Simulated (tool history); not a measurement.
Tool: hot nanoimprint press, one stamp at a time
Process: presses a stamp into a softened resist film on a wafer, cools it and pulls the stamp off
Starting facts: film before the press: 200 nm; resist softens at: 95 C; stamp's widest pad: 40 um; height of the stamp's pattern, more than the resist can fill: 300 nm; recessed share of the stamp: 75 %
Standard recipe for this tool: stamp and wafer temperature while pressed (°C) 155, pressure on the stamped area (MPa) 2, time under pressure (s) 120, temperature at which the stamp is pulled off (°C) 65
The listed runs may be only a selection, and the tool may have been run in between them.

run   hour  stamp and wafer temperature while pressed (°C)  pressure on the stamped area (MPa)  time under pressure (s)  temperature at which the stamp is pulled off (°C)  resist left under the stamp's widest pad (nm)  greatest force while the stamp is pulled off (N)
  1      0                                             155                                   2                      120                                                 65                                           80.9                                               289
  2   11.1                                             155                                   2                      120                                                 65                                             83                                               283
  3   25.8                                             155                                   2                      120                                                 52                                           81.7                                               362
  4     33                                             155                                   2                      120                                                 52                                             82                                               368
  5   42.4                                             160                                   2                      120                                                 65                                           59.8                                               282
  6   50.9                                             160                                   2                      120                                                 65                                           59.5                                               296
  7   60.1                                             160                                   2                      120                                                 65                                           59.2                                               302
  8   70.4                                             160                                   2                      120                                                 65                                             61                                               283
  9     81                                             160                                   2                      120                                                 65                                           59.9                                               309
 10   91.8                                             155                                   2                      120                                                 65                                           83.4                                               302
 11  104.2                                             155                                   2                      120                                                 65                                           82.8                                               288
 12  111.4                                             155                                   2                      212                                                 65                                           68.7                                               302
 13  120.6                                             155                                   2                      120                                                 65                                           82.3                                               285
 14    131                                             155                                   2                      120                                                 65                                             84                                               299
 15  150.7                                             155                                   2                      120                                                 65                                           84.7                                               224
 16    158                                             160                                 2.8                      174                                                 64                                           44.2                                               229
 17  169.6                                             160                                2.76                      174                                                 64                                           44.6                                               218
 18  179.3                                             154                                   2                      120                                                 53                                           91.1                                               290
 19  195.3                                             154                                1.32                      120                                                 53                                          108.6                                               278
 20  205.9                                             155                                 1.8                      120                                                 63                                           89.9                                               231
 21  219.5                                             149                                1.52                      120                                                 63                                          135.3                                               238
 22  233.3                                             163                                   2                      205                                                 65                                           41.5                                               223
 23    246                                             162                                   2                      205                                                 65                                           44.4                                               226
 24  260.9                                             154                                   2                      120                                                 70                                           93.1                                               195
 25  272.3                                             161                                1.83                       86                                                 70                                           69.8                                               208
 26  280.9                                             161                                 2.4                       86                                                 70                                           60.7                                               203
 27  293.3                                             149                                 2.4                       86                                                 56                                          126.5                                               276
 28  309.3                                             149                                 2.8                       86                                                 56                                          119.8                                               275
 29  323.2                                             149                                 2.8                       86                                                 56                                          120.3                                               283

The log once held 1 entry between its listed runs, left out of this copy. Where does each go, and what is different about the tool's unlogged condition between the listed run before it and the listed run after it?
Between runs 14 and 15: stamp cleaned and given a new release coat (hour 145.5)
  true temperature over the reading, C: -1.78 -> -1.82; pressure that arrives at the usual setting, %: 99.4 -> 99.34; grip of the stamp's worn release coat, % over a new coat's: 41.2 -> 0.3
  what was measured, less what the result would be without the hidden state, resist left under the stamp's widest pad (nm): +9.3 -> +9.5; greatest force while the stamp is pulled off (N): +95 -> +10

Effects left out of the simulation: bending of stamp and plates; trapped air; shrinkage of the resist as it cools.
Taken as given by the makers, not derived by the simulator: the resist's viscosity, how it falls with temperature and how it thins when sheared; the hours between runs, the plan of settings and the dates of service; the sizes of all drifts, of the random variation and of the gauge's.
